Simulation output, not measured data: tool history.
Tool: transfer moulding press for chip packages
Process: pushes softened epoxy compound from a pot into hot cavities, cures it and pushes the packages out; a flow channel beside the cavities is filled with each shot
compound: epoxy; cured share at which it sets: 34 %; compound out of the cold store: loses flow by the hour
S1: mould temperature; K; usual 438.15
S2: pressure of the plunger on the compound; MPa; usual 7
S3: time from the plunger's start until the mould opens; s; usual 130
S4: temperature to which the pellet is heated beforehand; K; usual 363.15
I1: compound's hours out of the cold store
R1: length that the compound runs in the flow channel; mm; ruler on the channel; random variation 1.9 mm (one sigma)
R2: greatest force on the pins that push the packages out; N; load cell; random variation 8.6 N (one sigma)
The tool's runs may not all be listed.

run 1 hour=0 | S1=438.15 S2=7 S3=130 S4=363.15 | I1=11.1 | R1=642 R2=699
-- hour=42.2 cavities cleaned with cleaning compound and waxed
run 2 hour=82.9 | S1=438.15 S2=7 S3=130 S4=363.15 | I1=23 | R1=593 R2=755
run 3 hour=123.2 | S1=438.15 S2=7 S3=130 S4=363.15 | I1=20.9 | R1=601 R2=717
-- hour=145.1 cavities cleaned with cleaning compound and waxed
run 4 hour=212.9 | S1=438.15 S2=7 S3=130 S4=363.15 | I1=44.9 | R1=523 R2=691
-- hour=246.4 cavities cleaned with cleaning compound and waxed
run 5 hour=305.6 | S1=438.15 S2=7 S3=117 S4=363.15 | I1=26.4 | R1=567 R2=752
-- hour=339.8 plunger's sealing rings changed
-- hour=345.7 mould's thermocouples calibrated
-- hour=351.8 cavities cleaned with cleaning compound and waxed
run 6 hour=357.5 | S1=438.15 S2=7 S3=117 S4=363.15 | I1=15.4 | R1=629 R2=530
run 7 hour=433.7 | S1=438.15 S2=7 S3=130 S4=363.15 | I1=47.7 | R1=531 R2=686
-- hour=442.9 cavities cleaned with cleaning compound and waxed, once more
run 8 hour=483.5 | S1=438.15 S2=7 S3=130 S4=365.15 | I1=46.6 | R1=529 R2=644
run 9 hour=528.7 | S1=433.15 S2=7 S3=130 S4=365.15 | I1=14.6 | R1=627 R2=897
-- hour=544.4 cavities cleaned with cleaning compound and waxed
run 10 hour=568.4 | S1=433.15 S2=7 S3=130 S4=365.15 | I1=45.1 | R1=534 R2=696
-- hour=643.9 cavities cleaned with cleaning compound and waxed
run 11 hour=650.2 | S1=438.15 S2=7 S3=130 S4=363.15 | I1=44.6 | R1=519 R2=444
run 12 hour=719.7 | S1=438.15 S2=7 S3=130 S4=363.15 | I1=40 | R1=525 R2=691
-- hour=742 plunger's sealing rings changed
-- hour=751.4 cavities cleaned with cleaning compound and waxed
run 13 hour=772.6 | S1=438.15 S2=7 S3=130 S4=363.15 | I1=36 | R1=568 R2=539
-- hour=853.7 cavities cleaned with cleaning compound and waxed
run 14 hour=859.7 | S1=438.15 S2=7 S3=163 S4=363.15 | I1=44 | R1=532 R2=401
run 15 hour=930.7 | S1=438.15 S2=8.74 S3=163 S4=368.15 | I1=37.4 | R1=611 R2=634
-- hour=953.5 cavities cleaned with cleaning compound and waxed
-- hour=1001.6 mould's thermocouples calibrated
run 16 hour=1019.6 | S1=443.15 S2=8.74 S3=168 S4=368.15 | I1=35.9 | R1=597 R2=597
-- hour=1058.7 cavities cleaned with cleaning compound and waxed
run 17 hour=1104.8 | S1=432.15 S2=6.5 S3=160 S4=370.15 | I1=20 | R1=571 R2=659
-- hour=1145.6 plunger's sealing rings changed
-- hour=1160.7 cavities cleaned with cleaning compound and waxed
run 18 hour=1173.9 | S1=442.15 S2=6.67 S3=118 S4=370.15 | I1=32.1 | R1=558 R2=489
-- hour=1259.6 cavities cleaned with cleaning compound and waxed
run 19 hour=1263.5 | S1=442.15 S2=6.67 S3=118 S4=370.15 | I1=34.5 | R1=543 R2=412
run 20 hour=1313.3 | S1=436.15 S2=8.18 S3=130 S4=370.15 | I1=43.6 | R1=581 R2=702
-- hour=1362.7 cavities cleaned with cleaning compound and waxed
run 21 hour=1365.4 | S1=438.15 S2=7 S3=168 S4=355.15 | I1=18.6 | R1=600 R2=347
run 22 hour=1412 | S1=443.15 S2=7 S3=140 S4=372.15 | I1=17 | R1=592 R2=576
run 23 hour=1452.4 | S1=431.15 S2=6.73 S3=138 S4=370.15 | I1=41.7 | R1=529 R2=852
-- hour=1464 cavities cleaned with cleaning compound and waxed
run 24 hour=1517.6 | S1=431.15 S2=6.73 S3=165 S4=370.15 | I1=15.5 | R1=596 R2=668
-- hour=1548.4 plunger's sealing rings changed
-- hour=1569.9 cavities cleaned with cleaning compound and waxed
run 25 hour=1592.7 | S1=438.15 S2=6.68 S3=130 S4=363.15 | I1=10.5 | R1=625 R2=589
-- hour=1658.3 mould's thermocouples calibrated
-- hour=1674.3 cavities cleaned with cleaning compound and waxed
run 26 hour=1686 | S1=438.15 S2=6.68 S3=130 S4=363.15 | I1=20.1 | R1=590 R2=499

4 ways to go on from here, each from the tool as it stands after run 26. What would each give?
run A hour=1769.4 | S1=438.15 S2=8.16 S3=117 S4=368.15 | I1=39.4 | R1=? R2=?
run B hour=1769.4 | S1=438.15 S2=6.12 S3=145 S4=365.15 | I1=29.8 | R1=? R2=?
run C hour=1769.4 | S1=438.15 S2=7 S3=165 S4=363.15 | I1=14.6 | R1=? R2=?
run D hour=1769.4 | S1=438.15 S2=6.16 S3=130 S4=355.15 | I1=16.6 | R1=? R2=?

run=A R1=586 R2=786
run=B R1=531 R2=665
run=C R1=617 R2=622
run=D R1=572 R2=747
Without the tool's hidden state the same runs would have given:
run=A R1=606 R2=423
run=B R1=549 R2=360
run=C R1=639 R2=336
run=D R1=592 R2=404

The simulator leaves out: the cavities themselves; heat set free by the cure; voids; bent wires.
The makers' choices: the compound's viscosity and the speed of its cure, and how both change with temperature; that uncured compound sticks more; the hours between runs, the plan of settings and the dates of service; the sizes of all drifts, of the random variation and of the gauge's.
